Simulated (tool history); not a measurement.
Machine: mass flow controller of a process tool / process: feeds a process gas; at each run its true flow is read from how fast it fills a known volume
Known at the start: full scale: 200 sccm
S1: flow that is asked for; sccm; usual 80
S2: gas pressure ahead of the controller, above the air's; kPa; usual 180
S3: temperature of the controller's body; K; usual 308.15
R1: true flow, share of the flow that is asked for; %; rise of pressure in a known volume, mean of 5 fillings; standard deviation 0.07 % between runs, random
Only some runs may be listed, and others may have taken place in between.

run 1 day=0.000 | S1=80 S2=180 S3=308.15 | R1=98.37
run 2 day=2.946 | S1=176 S2=180 S3=308.15 | R1=99.87
run 3 day=4.504 | S1=176 S2=180 S3=308.15 | R1=99.77
run 4 day=7.538 | S1=176 S2=180 S3=308.15 | R1=99.84
run 5 day=10.425 | S1=176 S2=189 S3=308.15 | R1=99.83
run 6 day=12.008 | S1=80 S2=180 S3=308.15 | R1=98.30
run 7 day=14.867 | S1=80 S2=180 S3=308.15 | R1=98.25
run 8 day=17.571 | S1=80 S2=180 S3=308.15 | R1=98.30
run 9 day=20.033 | S1=80 S2=180 S3=308.15 | R1=98.32
run 10 day=23.492 | S1=80 S2=180 S3=308.15 | R1=98.27
run 11 day=26.121 | S1=35 S2=227 S3=305.15 | R1=97.66
run 12 day=28.942 | S1=80 S2=182 S3=308.15 | R1=98.17
run 13 day=30.867 | S1=26 S2=256 S3=308.15 | R1=97.60
run 14 day=33.854 | S1=80 S2=157 S3=298.15 | R1=97.92
run 15 day=35.371 | S1=29 S2=164 S3=297.15 | R1=97.13
run 16 day=37.083 | S1=29 S2=164 S3=297.15 | R1=97.15
run 17 day=38.979 | S1=21 S2=180 S3=308.15 | R1=97.36

3 ways to go on from here, each from the tool as it stands after run 17. What would each give?
run A day=41.100 | S1=80 S2=173 S3=295.15 | R1=?
run B day=41.100 | S1=80 S2=224 S3=297.15 | R1=?
run C day=41.100 | S1=161 S2=193 S3=312.15 | R1=?

run=A R1=98.00
run=B R1=98.03
run=C R1=99.66
Without the tool's unlogged condition, the same runs would have read:
run=A R1=97.99
run=B R1=98.03
run=C R1=99.66
